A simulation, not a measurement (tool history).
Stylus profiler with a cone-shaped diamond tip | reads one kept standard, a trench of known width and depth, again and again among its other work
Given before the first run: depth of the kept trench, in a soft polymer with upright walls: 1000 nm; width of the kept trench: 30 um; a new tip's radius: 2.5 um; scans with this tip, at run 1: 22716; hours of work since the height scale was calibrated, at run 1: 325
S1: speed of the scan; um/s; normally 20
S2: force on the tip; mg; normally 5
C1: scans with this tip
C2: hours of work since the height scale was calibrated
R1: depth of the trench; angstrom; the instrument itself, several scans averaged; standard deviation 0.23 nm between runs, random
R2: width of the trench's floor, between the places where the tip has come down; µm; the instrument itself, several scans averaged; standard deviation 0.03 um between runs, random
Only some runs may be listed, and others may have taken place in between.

run    hour  S1     S2     C1   C2       R1     R2
  1       0  20      5  22716  325  10180.4  23.71
  2    42.7  20      5  23040  355    10180  23.72
  3   119.2  20      5  23621  409  10179.7  23.65
  4   154.8  55      5  23891  434  10180.1  23.54
  5   226.3  55      5  24434  484  10179.5  23.47
  6   301.9  55      5  25007  537  10181.9  23.44
  7   369.3  55      5  25519  585  10187.1  23.41
  8   406.3  55      5  25800  611  10185.2   23.3
  9     448  55      5  26116  640  10188.1  23.33
 10   520.9  55      5  26670  692  10188.8  23.29
 11   597.5  55      5  27251  746  10188.5  23.24
 12   633.8  20      5  27527  771  10186.7  23.36
 13   707.2  20      5  28084  823  10184.9  23.25
      750.2  -- height scale calibrated on a step standard
 14   754.5  20      5  28439    3  10203.2  23.25
 15   812.2  20      5  28877   44  10201.4  23.21
 16   860.9  20      5  29246   78  10201.2  23.25
 17   926.4  20   6.63  29744  124  10235.2  23.24
      953.1  -- height scale calibrated on a step standard, once more
 18   992.8  20   6.63  30244   28  10206.9   23.1
 19  1058.2  20   6.63  30740   74  10206.3  23.17
 20  1094.5  20   6.63  31016  100  10208.7  23.14
 21  1130.2  20   6.63  31287  125  10210.3  23.08
 22  1196.4  20   6.63  31789  171    10211  23.05
 23  1237.2   6      5  32099  200  10175.3  23.07
 24  1293.7  11    4.4  32528  240  10163.9  23.01
     1300.9  -- new tip fitted, height scale calibrated
 25  1342.5  11    4.4    316   29  10161.8  25.85
 26  1402.9  32   4.03    774   72  10153.2  25.72
 27  1437.5  32   4.03   1037   96  10153.7  25.67
 28  1483.8  56  13.88   1388  129  10344.9  25.63
 29  1523.1  56  13.88   1687  157  10346.9  25.65
 30  1579.9  18     11   2118  197  10299.2  25.63
 31  1618.1  18     11   2408  223  10297.9  25.61
 32  1662.1  18     11   2742  255  10299.6  25.48
 33  1711.3  18     11   3115  289    10302  25.42
 34  1753.3  26   2.06   3434  319  10105.2  25.34
 35  1810.9   8  13.94   3871  359  10357.4  25.42
 36  1861.1  38   4.05   4252  395  10161.2  25.31
 37  1895.4  68   7.43   4513  419  10234.1  25.17
 38  1956.9  31   5.01   4979  462  10186.1  25.27
 39  1996.5   5   3.65   5280  490  10150.1  25.32
 40  2070.7  49   5.09   5843  542  10188.8   25.1
 41  2144.1  18   2.51   6400  594  10128.4  25.13
 42  2213.4   7   9.98   6926  643  10287.1  25.14
 43  2286.4   7   9.98   7480  694  10289.6  25.05
 44  2318.3  36      5   7722  717  10188.1  24.92
 45  2387.6  45  10.69   8248  766  10309.2  24.86

Alternative continuations, all from the tool just after run 45; predict every row:
  A  2435.7  17   2.61  8614  800   ?   ?
  B  2435.7  54  11.14  8614  800   ?   ?
  C  2435.7   5   2.17  8614  800   ?   ?

run       R1     R2
  A    10133  24.84
  B  10314.1  24.82
  C    10123  24.96
Stripped of hidden state, with their random variation kept, the same runs would have yielded:
run       R1     R2
  A  10112.8  25.88
  B  10293.6  25.87
  C  10102.9     26
